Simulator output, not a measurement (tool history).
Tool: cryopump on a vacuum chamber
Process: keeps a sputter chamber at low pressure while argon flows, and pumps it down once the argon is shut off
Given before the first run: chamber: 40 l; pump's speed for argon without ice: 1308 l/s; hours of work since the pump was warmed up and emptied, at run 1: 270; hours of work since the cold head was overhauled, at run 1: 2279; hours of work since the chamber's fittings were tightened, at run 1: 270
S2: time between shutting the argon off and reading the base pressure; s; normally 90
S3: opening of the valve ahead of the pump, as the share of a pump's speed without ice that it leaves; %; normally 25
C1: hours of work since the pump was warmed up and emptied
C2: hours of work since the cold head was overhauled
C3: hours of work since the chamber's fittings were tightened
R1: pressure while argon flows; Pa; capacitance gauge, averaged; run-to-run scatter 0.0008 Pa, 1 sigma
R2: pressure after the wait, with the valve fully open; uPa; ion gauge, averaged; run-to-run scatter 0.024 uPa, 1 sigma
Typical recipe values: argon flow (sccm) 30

{"run": 1, "day": 0.0, "argon flow (sccm)": 30, "S2": 90, "S3": 25, "C1": 270, "C2": 2279, "C3": 270, "R1": 0.159, "R2": 1.29}
{"run": 2, "day": 3.067, "argon flow (sccm)": 13, "S2": 90, "S3": 25, "C1": 320, "C2": 2329, "C3": 320, "R1": 0.0696, "R2": 1.38}
{"run": 3, "day": 6.083, "argon flow (sccm)": 30, "S2": 90, "S3": 25, "C1": 370, "C2": 2379, "C3": 370, "R1": 0.1592, "R2": 1.39}
{"run": 4, "day": 8.221, "argon flow (sccm)": 30, "S2": 90, "S3": 25, "C1": 405, "C2": 2414, "C3": 405, "R1": 0.1607, "R2": 1.42}
{"run": 5, "day": 9.979, "argon flow (sccm)": 22, "S2": 90, "S3": 25, "C1": 434, "C2": 2443, "C3": 434, "R1": 0.1177, "R2": 1.53}
{"run": 6, "day": 12.721, "argon flow (sccm)": 22, "S2": 90, "S3": 25, "C1": 479, "C2": 2488, "C3": 479, "R1": 0.1177, "R2": 1.51}
{"run": 7, "day": 15.612, "argon flow (sccm)": 22, "S2": 90, "S3": 25, "C1": 526, "C2": 2535, "C3": 526, "R1": 0.1181, "R2": 1.55}
{"run": 8, "day": 18.567, "argon flow (sccm)": 16, "S2": 90, "S3": 25, "C1": 574, "C2": 2583, "C3": 574, "R1": 0.0859, "R2": 1.6}
{"run": 9, "day": 22.1, "argon flow (sccm)": 49, "S2": 90, "S3": 25, "C1": 632, "C2": 2641, "C3": 632, "R1": 0.2631, "R2": 1.68}
{"run": 10, "day": 23.6, "argon flow (sccm)": 49, "S2": 90, "S3": 25, "C1": 657, "C2": 2666, "C3": 657, "R1": 0.2646, "R2": 1.79}
{"run": 11, "day": 27.225, "argon flow (sccm)": 30, "S2": 96, "S3": 25, "C1": 716, "C2": 2725, "C3": 716, "R1": 0.1627, "R2": 1.77}
{"run": 12, "day": 30.421, "argon flow (sccm)": 32, "S2": 116, "S3": 25, "C1": 769, "C2": 2778, "C3": 769, "R1": 0.1755, "R2": 1.76}
{"run": 13, "day": 32.721, "argon flow (sccm)": 30, "S2": 147, "S3": 39, "C1": 806, "C2": 2815, "C3": 806, "R1": 0.1085, "R2": 1.7}
{"run": 14, "day": 35.8, "argon flow (sccm)": 38, "S2": 116, "S3": 16, "C1": 857, "C2": 2866, "C3": 857, "R1": 0.3202, "R2": 1.87}
{"run": 15, "day": 38.475, "argon flow (sccm)": 38, "S2": 116, "S3": 16, "C1": 901, "C2": 2910, "C3": 901, "R1": 0.3183, "R2": 1.93}
{"run": 16, "day": 40.512, "argon flow (sccm)": 13, "S2": 90, "S3": 25, "C1": 934, "C2": 2943, "C3": 934, "R1": 0.0707, "R2": 2.14}

For run 17, what comes out?
{"day": 41.542, "done": "pump warmed up, emptied and cooled again"}
{"run": 17, "day": 44.025, "argon flow (sccm)": 13, "S2": 298, "S3": 26, "C1": 41, "C2": 2997, "C3": 988, "R1": "?", "R2": "?"}

For run 17 the tool returned R1 0.0650 Pa, R2 1.48 uPa.
Were there no unlogged condition in the tool, this run, its random variation unchanged, would have produced R1 0.0640 Pa, R2 0.46 uPa.
